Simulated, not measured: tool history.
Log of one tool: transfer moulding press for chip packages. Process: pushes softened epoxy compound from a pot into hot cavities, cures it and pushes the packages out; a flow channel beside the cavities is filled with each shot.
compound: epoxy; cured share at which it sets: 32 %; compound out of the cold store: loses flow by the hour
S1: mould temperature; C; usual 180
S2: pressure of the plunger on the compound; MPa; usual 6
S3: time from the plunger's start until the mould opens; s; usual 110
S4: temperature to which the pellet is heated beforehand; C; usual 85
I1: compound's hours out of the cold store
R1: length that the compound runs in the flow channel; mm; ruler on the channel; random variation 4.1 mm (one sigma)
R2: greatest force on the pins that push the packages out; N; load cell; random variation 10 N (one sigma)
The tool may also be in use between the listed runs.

| run | hour | S1 | S2 | S3 | S4 | I1 | R1 | R2 |
|---|---|---|---|---|---|---|---|---|
| 1 | 0 | 180 | 6 | 110 | 85 | 27.1 | 596 | 436 |
| 2 | 25.2 | 180 | 6 | 139 | 85 | 13.6 | 644 | 491 |
| 3 | 36.7 | 180 | 6 | 139 | 85 | 35.1 | 560 | 530 |
| 4 | 52.4 | 180 | 6 | 135 | 85 | 36.4 | 567 | 561 |
| 5 | 77.8 | 180 | 4.85 | 110 | 85 | 8.2 | 596 | 739 |
| 6 | 98.2 | 180 | 4.85 | 110 | 85 | 37.5 | 502 | 749 |
| 7 | 115.8 | 180 | 4.85 | 110 | 85 | 14.3 | 564 | 785 |
| 8 | 140.2 | 180 | 5.75 | 110 | 85 | 26.4 | 568 | 517 |
| 9 | 164.6 | 180 | 6 | 110 | 78 | 20.9 | 603 | 647 |
| 10 | 178.7 | 180 | 6 | 110 | 86 | 30.9 | 575 | 637 |
| 11 | 194.4 | 180 | 6 | 110 | 86 | 26.9 | 585 | 725 |
| 12 | 206.2 | 180 | 6 | 108 | 85 | 47.1 | 521 | 730 |
| 13 | 222.1 | 181 | 6.66 | 124 | 89 | 10.2 | 671 | 667 |
| 14 | 248.4 | 173 | 4.79 | 124 | 80 | 11.8 | 584 | 557 |
| 15 | 259.4 | 186 | 5.39 | 110 | 85 | 38.9 | 500 | 439 |
| 16 | 278.5 | 180 | 6 | 128 | 90 | 41.3 | 551 | 503 |
| 17 | 300.1 | 181 | 5.23 | 131 | 78 | 28.9 | 544 | 565 |
| 18 | 318.3 | 181 | 5.23 | 110 | 78 | 15.3 | 591 | 691 |
| 19 | 341.1 | 176 | 7.48 | 101 | 79 | 13.1 | 729 | 1207 |
| 20 | 362.6 | 185 | 5.96 | 121 | 83 | 37.7 | 546 | 649 |
| 21 | 384.8 | 180 | 5.56 | 110 | 82 | 40.3 | 527 | 513 |
| 22 | 402.4 | 180 | 5.56 | 110 | 82 | 35.2 | 543 | 599 |
| 23 | 421.2 | 180 | 5.56 | 110 | 82 | 14.3 | 605 | 693 |
| 24 | 439.3 | 180 | 5.56 | 110 | 82 | 24.1 | 572 | 741 |

Not shown: 6 entries that the log had between the listed runs. Between which runs, and how does the tool's hidden state differ before and after?
Between runs 6 and 7: mould's thermocouples calibrated (hour 109.4)
  true mould temperature over the reading, C: 0.5 -> 0.65; pressure that reaches the compound, % of what is set: 96.56 -> 96.17; grip of the stained cavities, % over clean ones': 74.1 -> 78.5
  measured less the result without the state, R1: -10 -> -12 mm; R2: +311 -> +331 N
Between runs 7 and 8: cavities cleaned with cleaning compound and waxed (hour 123.7)
  true mould temperature over the reading, C: 0.65 -> 0.67; pressure that reaches the compound, % of what is set: 96.17 -> 95.57; grip of the stained cavities, % over clean ones': 78.5 -> 20.2
  measured less the result without the state, R1: -12 -> -14 mm; R2: +331 -> +75 N
Between runs 10 and 11: mould's thermocouples calibrated, once more (hour 185.7)
  true mould temperature over the reading, C: 0.7 -> 0.12; pressure that reaches the compound, % of what is set: 94.66 -> 94.31; grip of the stained cavities, % over clean ones': 54 -> 61.8
  measured less the result without the state, R1: -17 -> -18 mm; R2: +211 -> +272 N
Between runs 13 and 14: cavities cleaned with cleaning compound and waxed (hour 246.9)
  true mould temperature over the reading, C: 0.14 -> 0.16; pressure that reaches the compound, % of what is set: 93.63 -> 92.95; grip of the stained cavities, % over clean ones': 73.1 -> 3.2
  measured less the result without the state, R1: -23 -> -22 mm; R2: +281 -> +11 N
Between runs 15 and 16: plunger's sealing rings changed (hour 274.6)
  true mould temperature over the reading, C: 0.17 -> 0.18; pressure that reaches the compound, % of what is set: 92.68 -> 99.52; grip of the stained cavities, % over clean ones': 18.2 -> 35.7
  measured less the result without the state, R1: -20 -> -2 mm; R2: +67 -> +130 N
Between runs 20 and 21: cavities cleaned with cleaning compound and waxed (hour 372)
  true mould temperature over the reading, C: 0.25 -> 0.26; pressure that reaches the compound, % of what is set: 97.39 -> 96.85; grip of the stained cavities, % over clean ones': 78.1 -> 18.8
  measured less the result without the state, R1: -8 -> -9 mm; R2: +287 -> +76 N
